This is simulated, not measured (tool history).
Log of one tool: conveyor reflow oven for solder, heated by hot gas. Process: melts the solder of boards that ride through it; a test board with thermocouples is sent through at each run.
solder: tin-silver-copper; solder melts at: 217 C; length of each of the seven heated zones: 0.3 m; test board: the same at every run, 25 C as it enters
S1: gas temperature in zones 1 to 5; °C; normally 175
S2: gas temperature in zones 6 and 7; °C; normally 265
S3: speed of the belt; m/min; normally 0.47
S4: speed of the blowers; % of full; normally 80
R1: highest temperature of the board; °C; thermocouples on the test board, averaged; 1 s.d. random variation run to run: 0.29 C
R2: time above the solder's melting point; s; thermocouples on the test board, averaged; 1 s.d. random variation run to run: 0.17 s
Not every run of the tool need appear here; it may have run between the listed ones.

run 1 hour=0 | S1=175 S2=265 S3=0.47 S4=80 | R1=249.8 R2=55.9
run 2 hour=15.9 | S1=175 S2=265 S3=0.47 S4=80 | R1=249.5 R2=56
run 3 hour=30.2 | S1=175 S2=265 S3=0.47 S4=80 | R1=249.4 R2=55.9
run 4 hour=38.7 | S1=175 S2=265 S3=0.47 S4=80 | R1=249.4 R2=55.7
run 5 hour=49.5 | S1=175 S2=265 S3=0.47 S4=80 | R1=249.2 R2=55.9
run 6 hour=58.7 | S1=175 S2=265 S3=0.555 S4=80 | R1=243.6 R2=41.9
run 7 hour=73.1 | S1=174 S2=265 S3=0.47 S4=80 | R1=248.7 R2=55.3
run 8 hour=89.8 | S1=174 S2=265 S3=0.47 S4=80 | R1=248.4 R2=55.3
run 9 hour=103.9 | S1=174 S2=265 S3=0.47 S4=80 | R1=248.4 R2=55.1
run 10 hour=116.4 | S1=174 S2=265 S3=0.47 S4=80 | R1=248.2 R2=55
run 11 hour=129 | S1=175 S2=265 S3=0.47 S4=80 | R1=248.7 R2=55.4
run 12 hour=136.5 | S1=175 S2=265 S3=0.47 S4=80 | R1=248.4 R2=55.6
run 13 hour=151 | S1=175 S2=265 S3=0.47 S4=80 | R1=249 R2=55.4
run 14 hour=160.4 | S1=175 S2=265 S3=0.47 S4=80 | R1=248.4 R2=55.7
run 15 hour=172.1 | S1=175 S2=265 S3=0.47 S4=80 | R1=248.3 R2=55.7
run 16 hour=185 | S1=175 S2=265 S3=0.47 S4=80 | R1=248.1 R2=55.4
run 17 hour=196.7 | S1=175 S2=267 S3=0.47 S4=65 | R1=246 R2=51.4
run 18 hour=209.9 | S1=175 S2=267 S3=0.47 S4=65 | R1=245.4 R2=51.6
run 19 hour=220 | S1=175 S2=267 S3=0.47 S4=65 | R1=245.2 R2=51.5
run 20 hour=232.7 | S1=184 S2=265 S3=0.463 S4=80 | R1=249.9 R2=61.2
run 21 hour=248.1 | S1=175 S2=276 S3=0.47 S4=65 | R1=252.7 R2=57.3
run 22 hour=262.4 | S1=175 S2=276 S3=0.47 S4=65 | R1=253 R2=57.6
run 23 hour=277.7 | S1=189 S2=254 S3=0.444 S4=60 | R1=238 R2=53.2
run 24 hour=290.4 | S1=189 S2=254 S3=0.444 S4=60 | R1=238 R2=53.1
run 25 hour=301.1 | S1=175 S2=275 S3=0.472 S4=80 | R1=256.2 R2=60.5
run 26 hour=311.2 | S1=175 S2=275 S3=0.472 S4=80 | R1=256.2 R2=60.5
run 27 hour=328.3 | S1=175 S2=271 S3=0.47 S4=77 | R1=251.9 R2=58.1
run 28 hour=342.9 | S1=175 S2=265 S3=0.47 S4=63 | R1=242.9 R2=48.4
run 29 hour=353.7 | S1=161 S2=254 S3=0.47 S4=63 | R1=230.3 R2=29.1
run 30 hour=366.7 | S1=166 S2=277 S3=0.47 S4=63 | R1=250.1 R2=52.4

3 options for the next run, each taken on its own from the tool as it stands now. Forecast them:
-- hour=378.3 flux residue cleaned out of gas plates and filters
run A hour=382 | S1=166 S2=267 S3=0.462 S4=69 | R1=? R2=?
-- hour=378.3 flux residue cleaned out of gas plates and filters
run B hour=382 | S1=175 S2=265 S3=0.47 S4=59 | R1=? R2=?
-- hour=378.3 flux residue cleaned out of gas plates and filters
run C hour=382 | S1=166 S2=277 S3=0.488 S4=88 | R1=? R2=?

run=A R1=246.3 R2=50.7
run=B R1=242.4 R2=47.8
run=C R1=258.8 R2=57.5
Stripped of hidden state, with their random variation kept, the same runs would have yielded:
run=A R1=248.4 R2=51.8
run=B R1=244.2 R2=49
run=C R1=261 R2=58

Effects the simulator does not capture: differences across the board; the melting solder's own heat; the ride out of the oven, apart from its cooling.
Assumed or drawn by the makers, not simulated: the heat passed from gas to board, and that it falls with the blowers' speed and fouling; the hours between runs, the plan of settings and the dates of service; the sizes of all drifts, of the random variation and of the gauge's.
